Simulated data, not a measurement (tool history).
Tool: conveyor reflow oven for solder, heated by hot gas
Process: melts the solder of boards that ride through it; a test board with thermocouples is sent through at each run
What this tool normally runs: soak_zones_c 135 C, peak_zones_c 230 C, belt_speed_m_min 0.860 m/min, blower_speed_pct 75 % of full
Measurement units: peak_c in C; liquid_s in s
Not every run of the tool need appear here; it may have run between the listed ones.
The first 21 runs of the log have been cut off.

run	hour	soak_zones_c	peak_zones_c	belt_speed_m_min	blower_speed_pct	hours of work since the flux was cleaned out	hours of work since the belt drive was overhauled	hours of work since the thermocouples were changed	peak_c	liquid_s
22	182.2	134	225	0.706	58	258	34	554	208.0	37.2
23	189.0	134	225	0.706	78	263	39	559	213.0	41.8
24	194.5	130	241	0.977	75	267	43	563	213.6	28.4
25	204.4	132	238	0.753	54	274	50	570	214.5	37.9
26	211.3	135	230	0.954	75	279	55	575	206.9	26.0
27	219.6	135	234	0.954	80	285	61	581	211.9	29.3
28	225.6	135	230	0.860	51	289	65	585	202.0	24.0
29	233.1	135	230	0.860	51	294	70	591	201.8	24.1
30	240.0	135	230	0.860	51	299	75	595	201.9	23.6

5 options for the next run, each taken on its own from the tool as it stands now. Forecast them:
A	246.0	132	224	0.860	55	303	79	600	?	?
B	246.0	135	238	0.932	88	303	79	600	?	?
C	246.0	135	242	1.009	51	303	79	600	?	?
D	246.0	130	230	0.919	75	303	79	600	?	?
E	246.0	135	230	0.742	51	303	79	600	?	?

run	peak_c	liquid_s
A	198.7	20.4
B	218.1	33.6
C	202.9	20.5
D	207.0	26.4
E	208.2	34.2
The same runs, with their run-to-run variation unchanged, on a tool lacking any hidden condition would have given:
run	peak_c	liquid_s
A	199.8	21.7
B	219.9	34.6
C	204.5	21.8
D	208.6	27.8
E	208.9	35.0
